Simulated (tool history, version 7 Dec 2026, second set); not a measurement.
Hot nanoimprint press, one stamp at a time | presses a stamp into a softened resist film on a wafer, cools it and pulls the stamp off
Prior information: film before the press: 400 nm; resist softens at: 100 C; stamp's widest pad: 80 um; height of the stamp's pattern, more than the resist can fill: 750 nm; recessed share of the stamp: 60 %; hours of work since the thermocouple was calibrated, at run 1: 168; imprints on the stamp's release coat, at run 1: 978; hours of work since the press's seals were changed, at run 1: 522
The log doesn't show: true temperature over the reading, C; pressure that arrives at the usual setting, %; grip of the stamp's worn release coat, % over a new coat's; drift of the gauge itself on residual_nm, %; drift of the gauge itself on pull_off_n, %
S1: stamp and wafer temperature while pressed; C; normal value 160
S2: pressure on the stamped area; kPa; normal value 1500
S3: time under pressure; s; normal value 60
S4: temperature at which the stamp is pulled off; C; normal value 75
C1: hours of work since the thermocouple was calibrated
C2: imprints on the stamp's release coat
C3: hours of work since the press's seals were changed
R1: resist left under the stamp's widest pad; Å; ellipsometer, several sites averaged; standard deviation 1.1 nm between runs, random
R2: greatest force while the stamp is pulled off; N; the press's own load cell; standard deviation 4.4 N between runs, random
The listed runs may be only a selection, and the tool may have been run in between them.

Run 1, hour 0.0: usual settings; C1 168; C2 978; C3 522. Result: R1 1735 Å, R2 236 N.
Run 2, hour 72.0: usual settings; C1 212; C2 1234; C3 566. Result: R1 1770 Å, R2 247 N.
Run 3, hour 132.8: usual settings; C1 250; C2 1449; C3 604. Result: R1 1735 Å, R2 247 N.
Run 4, hour 179.3: usual settings but S3 31 s; C1 278; C2 1615; C3 632. Result: R1 2254 Å, R2 254 N.
At hour 212.5: plate thermocouple calibrated.
Run 5, hour 266.3: usual settings but S3 31 s; C1 33; C2 1913; C3 683. Result: R1 2250 Å, R2 267 N.
Run 6, hour 335.9: usual settings but S2 1450 kPa; C1 75; C2 2160; C3 726. Result: R1 1846 Å, R2 268 N.
At hour 396.4: stamp cleaned and given a new release coat.
Run 7, hour 400.9: usual settings but S2 1450 kPa; C1 112; C2 16; C3 762. Result: R1 1856 Å, R2 227 N.
Run 8, hour 495.6: usual settings but S2 1450 kPa; C1 169; C2 352; C3 820. Result: R1 1853 Å, R2 230 N.
Run 9, hour 573.6: usual settings but S2 1450 kPa; C1 217; C2 629; C3 868. Result: R1 1891 Å, R2 243 N.
At hour 621.2: plate thermocouple calibrated, once more.
Run 10, hour 644.9: usual settings but S1 155 C, S2 1450 kPa; C1 14; C2 872; C3 909. Result: R1 2162 Å, R2 221 N.
Run 11, hour 745.7: usual settings but S1 155 C, S2 1450 kPa; C1 76; C2 1230; C3 971. Result: R1 2181 Å, R2 252 N.
Run 12, hour 798.0: usual settings but S1 155 C, S2 1450 kPa; C1 108; C2 1416; C3 1003. Result: R1 2163 Å, R2 244 N.
Run 13, hour 897.8: usual settings but S1 155 C, S2 1450 kPa; C1 169; C2 1770; C3 1064. Result: R1 2206 Å, R2 251 N.
Run 14, hour 963.6: usual settings but S1 155 C, S2 1450 kPa; C1 209; C2 2004; C3 1104. Result: R1 2202 Å, R2 264 N.
Run 15, hour 1051.9: usual settings but S1 155 C, S2 1450 kPa; C1 263; C2 2317; C3 1158. Result: R1 2231 Å, R2 262 N.
At hour 1063.8: stamp cleaned and given a new release coat.
At hour 1112.0: plate thermocouple calibrated.
Run 16, hour 1128.1: usual settings but S1 155 C, S2 1290 kPa; C1 10; C2 217; C3 1199. Result: R1 2296 Å, R2 217 N.
Run 17, hour 1204.0: usual settings but S2 2270 kPa, S3 103 s; C1 56; C2 487; C3 1246. Result: R1 1186 Å, R2 229 N.
Run 18, hour 1248.1: usual settings but S2 1220 kPa, S3 103 s; C1 83; C2 644; C3 1273. Result: R1 1581 Å, R2 230 N.
At hour 1291.3: press's hydraulic seals changed and the load cell set to zero.
Run 19, hour 1330.7: usual settings but S1 162 C, S2 1220 kPa, S3 103 s; C1 129; C2 909; C3 24. Result: R1 1414 Å, R2 236 N.
Run 20, hour 1412.2: usual settings but S1 162 C, S2 1220 kPa, S3 103 s; C1 179; C2 1198; C3 74. Result: R1 1429 Å, R2 249 N.
Run 21, hour 1481.9: usual settings but S1 162 C, S2 1220 kPa, S3 103 s, S4 71 C; C1 221; C2 1446; C3 117. Result: R1 1431 Å, R2 273 N.

Run 22 comes next. What will it give?
Run 22, hour 1576.8: usual settings but S1 162 C, S2 1220 kPa, S3 103 s, S4 71 C; C1 279; C2 1783; C3 175. Result: R1 ?, R2 ?.

Logged for run 22: R1 1465 Å, R2 290 N.
If the tool had no hidden condition, the same run with the same run-to-run variation would have returned R1 1384 Å, R2 237 N.
